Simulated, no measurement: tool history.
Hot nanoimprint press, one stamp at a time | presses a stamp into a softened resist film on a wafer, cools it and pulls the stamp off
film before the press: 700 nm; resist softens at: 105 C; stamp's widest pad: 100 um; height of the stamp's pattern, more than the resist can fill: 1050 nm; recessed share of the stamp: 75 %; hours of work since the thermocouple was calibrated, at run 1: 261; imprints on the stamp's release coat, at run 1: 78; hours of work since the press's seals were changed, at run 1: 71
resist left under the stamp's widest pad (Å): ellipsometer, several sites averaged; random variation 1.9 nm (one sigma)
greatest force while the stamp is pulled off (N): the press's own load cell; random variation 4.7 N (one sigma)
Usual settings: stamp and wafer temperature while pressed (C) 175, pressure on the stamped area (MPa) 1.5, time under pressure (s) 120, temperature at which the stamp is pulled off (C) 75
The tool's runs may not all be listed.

run,day,stamp and wafer temperature while pressed (C),pressure on the stamped area (MPa),time under pressure (s),temperature at which the stamp is pulled off (C),hours of work since the thermocouple was calibrated,imprints on the stamp's release coat,hours of work since the press's seals were changed,resist left under the stamp's widest pad (Å),greatest force while the stamp is pulled off (N)
1,0,175,1.5,120,75,261,78,71,3058,231
2,0.496,175,1.66,120,75,267,96,77,2941,229
3,0.829,178,1.5,120,75,271,108,81,2667,231
4,1.129,178,1.5,120,75,275,119,85,2701,222
5,1.388,175,1.43,120,75,278,129,88,3137,233
6,1.642,187,1.28,120,75,281,138,91,1896,232
7,1.908,176,1.28,120,75,284,148,94,3186,236
8,2.308,169,2.01,120,75,289,163,99,3573,227
9,2.817,169,1.24,129,75,295,182,105,4291,232
10,3.329,169,1.24,129,75,301,201,111,4331,226

Forecast each of these 5 alternatives for the next run:
A,3.683,168,1.46,129,75,305,214,115,?,?
B,3.683,175,2.3,139,71,305,214,115,?,?
C,3.683,163,1.24,102,71,305,214,115,?,?
D,3.683,163,1.24,129,70,305,214,115,?,?
E,3.683,164,1.24,195,66,305,214,115,?,?

run,resist left under the stamp's widest pad (Å),greatest force while the stamp is pulled off (N)
A,4195,224
B,2350,248
C,5594,237
D,5330,252
E,4666,264
Without the tool's hidden state the same runs would have given:
run,resist left under the stamp's widest pad (Å),greatest force while the stamp is pulled off (N)
A,4191,224
B,2348,248
C,5591,237
D,5327,252
E,4662,263
